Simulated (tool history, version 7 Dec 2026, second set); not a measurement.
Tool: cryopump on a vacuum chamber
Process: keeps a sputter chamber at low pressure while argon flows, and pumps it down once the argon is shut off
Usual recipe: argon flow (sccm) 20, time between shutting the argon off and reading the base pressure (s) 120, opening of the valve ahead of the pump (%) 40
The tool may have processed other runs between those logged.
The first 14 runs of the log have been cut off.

run   hour  argon flow (sccm)  time between shutting the argon off and reading the base pressure (s)  opening of the valve ahead of the pump (%)  pressure while argon flows (Pa)  pressure after the wait (uPa)
 15  419.1                 20                                                                    120                                          40                           0.0482                           2.33
 16  441.6                 20                                                                    120                                          40                           0.0494                           2.37
 17  461.6                 20                                                                    120                                          40                           0.0495                           2.38
 18  481.5                 24                                                                    108                                          40                           0.0599                           2.45
 19  514.4                 24                                                                    108                                          40                           0.0598                           2.44
 20  554.5                 32                                                                     33                                          58                           0.0572                           4.21
 21  599.3                 22                                                                     23                                          26                           0.0839                           5.39
 22  635.5                 22                                                                     23                                          26                           0.0833                           5.33
 23  677.9                 22                                                                     23                                          26                           0.0831                           5.27

What does the tool deliver on the next run?
 24  712.9                 22                                                                     23                                          26                                ?                              ?

{"run 24": {"pressure while argon flows (Pa)": 0.0841, "pressure after the wait (uPa)": 5.63}}
Take away the tool's hidden state, keep the run-to-run variation as it was, and the same run would have given pressure while argon flows (Pa) 0.0787, pressure after the wait (uPa) 3.76.
